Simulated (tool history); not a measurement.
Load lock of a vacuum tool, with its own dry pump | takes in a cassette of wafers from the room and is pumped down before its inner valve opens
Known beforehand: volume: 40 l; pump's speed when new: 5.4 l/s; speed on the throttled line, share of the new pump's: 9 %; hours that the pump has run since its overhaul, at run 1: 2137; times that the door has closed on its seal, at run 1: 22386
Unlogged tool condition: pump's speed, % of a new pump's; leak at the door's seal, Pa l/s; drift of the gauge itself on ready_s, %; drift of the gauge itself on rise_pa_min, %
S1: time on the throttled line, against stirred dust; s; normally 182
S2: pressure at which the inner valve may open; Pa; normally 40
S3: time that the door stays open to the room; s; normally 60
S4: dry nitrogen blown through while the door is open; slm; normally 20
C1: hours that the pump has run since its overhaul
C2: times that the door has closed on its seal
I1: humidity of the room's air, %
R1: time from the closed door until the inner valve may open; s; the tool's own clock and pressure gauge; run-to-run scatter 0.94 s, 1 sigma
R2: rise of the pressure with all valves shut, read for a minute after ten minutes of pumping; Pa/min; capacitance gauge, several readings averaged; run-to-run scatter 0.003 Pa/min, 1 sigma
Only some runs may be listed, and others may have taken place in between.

run 1 day=0.000 | S1=182 S2=40 S3=60 S4=20 | C1=2137 C2=22386 | I1=44.8 | R1=225.1 R2=0.121
run 2 day=3.142 | S1=182 S2=40 S3=60 S4=20 | C1=2213 C2=22714 | I1=45.1 | R1=225.2 R2=0.125
run 3 day=7.033 | S1=182 S2=40 S3=60 S4=20 | C1=2306 C2=23120 | I1=45.9 | R1=224.8 R2=0.131
run 4 day=10.988 | S1=182 S2=40 S3=60 S4=20 | C1=2401 C2=23533 | I1=45.1 | R1=224.8 R2=0.136
run 5 day=13.508 | S1=149 S2=40 S3=60 S4=20 | C1=2462 C2=23797 | I1=43.9 | R1=194.7 R2=0.131
run 6 day=16.392 | S1=178 S2=52 S3=177 S4=28 | C1=2531 C2=24098 | I1=45.0 | R1=218.1 R2=0.138

Predict the results of run 7:
run 7 day=19.767 | S1=111 S2=58 S3=60 S4=20 | C1=2612 C2=24450 | I1=48.8 | R1=? R2=?

Run 7 measured R1 159.0 s, R2 0.145 Pa/min.
Take away the tool's hidden state, keep the run-to-run variation as it was, and the same run would have given R1 157.2 s, R2 0.046 Pa/min.
